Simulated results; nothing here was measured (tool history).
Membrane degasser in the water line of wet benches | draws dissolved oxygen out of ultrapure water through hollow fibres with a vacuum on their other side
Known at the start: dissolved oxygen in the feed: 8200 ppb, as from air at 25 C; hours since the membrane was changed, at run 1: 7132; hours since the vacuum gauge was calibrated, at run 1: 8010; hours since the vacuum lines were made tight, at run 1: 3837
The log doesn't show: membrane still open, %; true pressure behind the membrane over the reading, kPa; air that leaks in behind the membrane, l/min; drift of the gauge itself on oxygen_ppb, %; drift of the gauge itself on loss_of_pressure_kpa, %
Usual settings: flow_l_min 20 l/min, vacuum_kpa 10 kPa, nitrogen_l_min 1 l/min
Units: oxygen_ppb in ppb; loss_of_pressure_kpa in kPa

run	hour	flow_l_min	vacuum_kpa	nitrogen_l_min	hours since the membrane was changed	hours since the vacuum gauge was calibrated	hours since the vacuum lines were made tight	oxygen_ppb	loss_of_pressure_kpa
1	0	20	10	1	7132	8010	3837	562.9	65.15
2	188.1	20	10	1	7320	8198	4025	567.3	65.45
# hour 407: vacuum gauge calibrated
3	528.9	20	12.6	1	7661	122	4365	668.7	64.69
4	796.5	20	12.6	1	7928	389	4633	660.4	64.99
5	1021.1	20	12.6	1	8153	614	4858	669.6	65.62
6	1162.3	20	12.6	0.61	8294	755	4999	844.5	65.55
7	1431.1	20	12.6	0.61	8563	1024	5268	868.1	65.03
8	1629	20	12.6	0.61	8761	1222	5465	856.2	64.82
9	1767.9	20	12.6	0.61	8900	1361	5604	855.7	65.04
10	1995.8	32	10	1	9127	1589	5832	1075.3	104.04
11	2198.4	20	10	0.42	9330	1791	6035	839.3	64.82
12	2453.8	20	10	0.42	9585	2047	6290	832.2	64.81
13	2682.1	20	10	0.42	9814	2275	6519	842.8	65.3
14	2946.8	20	19.6	0.42	10078	2540	6783	1522.4	65.2
15	3103.8	20	18.4	1	10235	2697	6940	872.9	65.11
# hour 3206.8: seals of the vacuum lines changed
16	3292.6	20	10	1	10422	2884	86	569.4	65.24
17	3443.1	13	15.7	1.42	10573	3034	236	351.7	42.47
18	3746.2	14	11.5	0.52	10876	3337	539	567.6	45.61
19	4033.1	24	10	0.59	11163	3624	826	907.1	77.94
20	4207.4	21	10.1	0.59	11337	3798	1001	763.8	69.16
21	4433	20	12.6	1.96	11563	4024	1226	496.8	65.04
22	4755.1	19	8.1	0.44	11885	4346	1548	639.6	61.66
23	5096.8	19	8.1	0.44	12226	4688	1890	637.3	61.88
24	5292.9	23	9.8	0.44	12422	4884	2086	977.1	74.69
25	5612.4	29	10	0.64	12742	5203	2406	1088.6	94.82
26	5891.8	29	10	0.49	13021	5483	2685	1195	94.2
27	6066.5	26	10	1	13196	5657	2860	811.3	84.95
28	6376.3	26	10	1	13506	5967	3169	817.6	84.71
29	6670.6	29	10.6	1.31	13800	6262	3464	900.9	94.14
30	6910.8	27	19.3	1	14040	6502	3704	1283.8	87.72
31	7143.4	30	23.2	2	14273	6734	3937	1190.7	98.01
32	7418.3	27	23.2	2.53	14548	7009	4211	946.2	87.57

Forecast each of these 4 alternatives for the next run:
A	7717.2	23	14.3	0.54	14847	7308	4510	?	?
B	7717.2	21	23.2	2.31	14847	7308	4510	?	?
C	7717.2	20	16.2	1.1	14847	7308	4510	?	?
D	7717.2	27	6.6	0.6	14847	7308	4510	?	?

run	oxygen_ppb	loss_of_pressure_kpa
A	1177.7	74.57
B	708.9	68.32
C	760	65.09
D	784.7	87.71
Without the tool's hidden state the same runs would have given:
run	oxygen_ppb	loss_of_pressure_kpa
A	1175.3	74.45
B	706.9	68.21
C	757.9	64.98
D	781.6	87.56

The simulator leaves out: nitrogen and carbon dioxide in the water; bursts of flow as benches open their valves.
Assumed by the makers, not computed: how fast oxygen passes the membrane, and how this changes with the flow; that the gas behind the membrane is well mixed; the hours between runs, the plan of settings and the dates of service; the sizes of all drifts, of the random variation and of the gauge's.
